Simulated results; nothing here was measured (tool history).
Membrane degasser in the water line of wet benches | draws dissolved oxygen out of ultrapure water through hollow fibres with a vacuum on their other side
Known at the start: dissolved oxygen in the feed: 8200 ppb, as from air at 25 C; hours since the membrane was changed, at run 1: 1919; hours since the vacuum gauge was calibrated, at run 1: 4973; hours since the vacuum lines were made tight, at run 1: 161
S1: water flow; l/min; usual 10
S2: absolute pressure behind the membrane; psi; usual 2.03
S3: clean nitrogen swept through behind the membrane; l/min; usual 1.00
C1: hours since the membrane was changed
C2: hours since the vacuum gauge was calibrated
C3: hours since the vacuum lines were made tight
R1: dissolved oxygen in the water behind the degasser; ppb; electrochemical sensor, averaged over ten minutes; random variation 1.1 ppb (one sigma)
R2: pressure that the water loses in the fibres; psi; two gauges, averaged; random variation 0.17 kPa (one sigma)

run 1 day=0.000 | S1=10 S2=2.03 S3=1.00 | C1=1919 C2=4973 C3=161 | R1=258.8 R2=4.411
run 2 day=3.617 | S1=10 S2=2.03 S3=1.00 | C1=2005 C2=5060 C3=248 | R1=259.2 R2=4.369
run 3 day=6.121 | S1=10 S2=2.03 S3=1.00 | C1=2066 C2=5120 C3=308 | R1=260.7 R2=4.438
run 4 day=8.162 | S1=10 S2=2.03 S3=1.00 | C1=2115 C2=5169 C3=357 | R1=259.8 R2=4.406
run 5 day=11.996 | S1=10 S2=2.03 S3=1.00 | C1=2207 C2=5261 C3=449 | R1=260.8 R2=4.418
run 6 day=15.225 | S1=10 S2=2.03 S3=1.00 | C1=2284 C2=5339 C3=527 | R1=258.5 R2=4.434
run 7 day=16.954 | S1=10 S2=1.46 S3=1.00 | C1=2326 C2=5380 C3=568 | R1=172.3 R2=4.435
run 8 day=20.950 | S1=10 S2=1.46 S3=1.00 | C1=2421 C2=5476 C3=664 | R1=173.4 R2=4.427
run 9 day=24.450 | S1=10 S2=1.46 S3=1.00 | C1=2505 C2=5560 C3=748 | R1=172.9 R2=4.429
run 10 day=28.538 | S1=10 S2=1.32 S3=1.00 | C1=2604 C2=5658 C3=846 | R1=150.8 R2=4.473
run 11 day=31.742 | S1=10 S2=1.32 S3=1.00 | C1=2681 C2=5735 C3=923 | R1=150.7 R2=4.425
run 12 day=33.617 | S1=10 S2=1.32 S3=1.00 | C1=2725 C2=5780 C3=968 | R1=150.6 R2=4.477
run 13 day=35.867 | S1=10 S2=1.32 S3=0.43 | C1=2779 C2=5834 C3=1022 | R1=310.3 R2=4.496
-- day=38.192 vacuum gauge calibrated
run 14 day=38.971 | S1=10 S2=1.32 S3=0.43 | C1=2853 C2=19 C3=1096 | R1=300.8 R2=4.477
run 15 day=41.400 | S1=10 S2=1.32 S3=0.43 | C1=2912 C2=77 C3=1154 | R1=299.4 R2=4.512
run 16 day=44.338 | S1=10 S2=1.23 S3=1.00 | C1=2982 C2=147 C3=1225 | R1=132.6 R2=4.499
run 17 day=48.375 | S1=10 S2=1.36 S3=1.00 | C1=3079 C2=244 C3=1322 | R1=154.6 R2=4.509
run 18 day=50.692 | S1=14 S2=2.03 S3=1.74 | C1=3135 C2=300 C3=1377 | R1=243.0 R2=6.303
run 19 day=54.304 | S1=8 S2=1.86 S3=2.82 | C1=3221 C2=387 C3=1464 | R1=71.3 R2=3.609
run 20 day=57.538 | S1=11 S2=4.24 S3=1.71 | C1=3299 C2=464 C3=1542 | R1=407.8 R2=4.920
run 21 day=59.838 | S1=11 S2=4.24 S3=1.71 | C1=3354 C2=520 C3=1597 | R1=409.2 R2=4.966
run 22 day=63.350 | S1=15 S2=1.67 S3=2.77 | C1=3439 C2=604 C3=1681 | R1=160.2 R2=6.795
run 23 day=65.125 | S1=15 S2=1.62 S3=2.77 | C1=3481 C2=646 C3=1724 | R1=156.4 R2=6.727
run 24 day=69.146 | S1=7 S2=2.31 S3=1.79 | C1=3578 C2=743 C3=1820 | R1=127.7 R2=3.204
run 25 day=71.429 | S1=7 S2=2.31 S3=1.79 | C1=3633 C2=798 C3=1875 | R1=126.9 R2=3.155
run 26 day=73.871 | S1=9 S2=3.31 S3=0.86 | C1=3691 C2=856 C3=1934 | R1=481.0 R2=4.060
run 27 day=77.350 | S1=6 S2=4.84 S3=2.54 | C1=3775 C2=940 C3=2017 | R1=186.9 R2=2.680
run 28 day=80.833 | S1=6 S2=1.68 S3=1.00 | C1=3858 C2=1023 C3=2101 | R1=129.8 R2=2.760
run 29 day=83.129 | S1=8 S2=2.31 S3=0.88 | C1=3913 C2=1079 C3=2156 | R1=281.0 R2=3.626
run 30 day=85.000 | S1=7 S2=1.51 S3=2.79 | C1=3958 C2=1123 C3=2201 | R1=48.3 R2=3.182
run 31 day=88.671 | S1=7 S2=1.96 S3=1.00 | C1=4046 C2=1212 C3=2289 | R1=182.1 R2=3.185

How the hidden state differs across the entries between the runs, from the last listed run before each to the first after it:
Between runs 13 and 14: vacuum gauge calibrated (day 38.192)
  membrane still open, %: 96 -> 95.9; true pressure behind the membrane over the reading, kPa: 0.21 -> 0.01; air that leaks in behind the membrane, l/min: 0.0082 -> 0.0086
  measured less the result without the state, R1: +14.0 -> +4.6 ppb; R2: +0.178 -> +0.183 psi
